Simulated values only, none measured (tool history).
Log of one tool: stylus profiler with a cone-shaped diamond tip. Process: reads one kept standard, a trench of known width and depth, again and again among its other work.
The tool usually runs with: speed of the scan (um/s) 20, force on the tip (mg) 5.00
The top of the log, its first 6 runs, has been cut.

| run | day | speed of the scan (um/s) | force on the tip (mg) | scans with this tip | hours of work since the height scale was calibrated | depth of the trench (nm) | width of the trench's floor (nm) |
|---|---|---|---|---|---|---|---|
| 7 | 3.679 | 20 | 5.00 | 3899 | 602 | 101.30 | 28330 |
| 8 | 4.375 | 20 | 5.00 | 3978 | 614 | 101.41 | 28360 |
| 9 | 5.112 | 20 | 5.00 | 4063 | 627 | 101.34 | 28280 |
| 10 | 5.567 | 6 | 5.00 | 4114 | 635 | 101.29 | 28340 |
| 11 | 6.075 | 21 | 5.00 | 4173 | 644 | 101.36 | 28320 |
| 12 | 6.867 | 14 | 5.00 | 4263 | 658 | 101.30 | 28310 |
| 13 | 7.254 | 20 | 5.00 | 4307 | 665 | 101.31 | 28310 |
| 14 | 7.942 | 20 | 5.00 | 4386 | 677 | 101.37 | 28360 |
| 15 | 8.608 | 20 | 5.00 | 4462 | 689 | 101.36 | 28300 |
| 16 | 8.962 | 38 | 5.00 | 4502 | 695 | 101.33 | 28230 |
| 17 | 9.638 | 20 | 5.00 | 4579 | 707 | 101.25 | 28300 |
| 18 | 10.000 | 20 | 3.27 | 4620 | 713 | 100.93 | 28310 |
| 19 | 10.817 | 20 | 3.27 | 4713 | 728 | 100.97 | 28280 |
| 20 | 11.621 | 20 | 3.27 | 4805 | 742 | 100.95 | 28280 |
| 21 | 12.029 | 14 | 2.44 | 4852 | 749 | 100.74 | 28320 |
| 22 | 12.729 | 36 | 5.00 | 4931 | 761 | 101.36 | 28230 |

Run 23, settings as shown, results not yet in. Your forecast:
| 23 | 13.433 | 20 | 10.34 | 5012 | 774 | ? | ? |

{"run 23": {"depth of the trench (nm)": 102.15, "width of the trench's floor (nm)": 28330}}
Minus the tool's unlogged condition, the same run would have read depth of the trench (nm) 102.22, width of the trench's floor (nm) 28550.
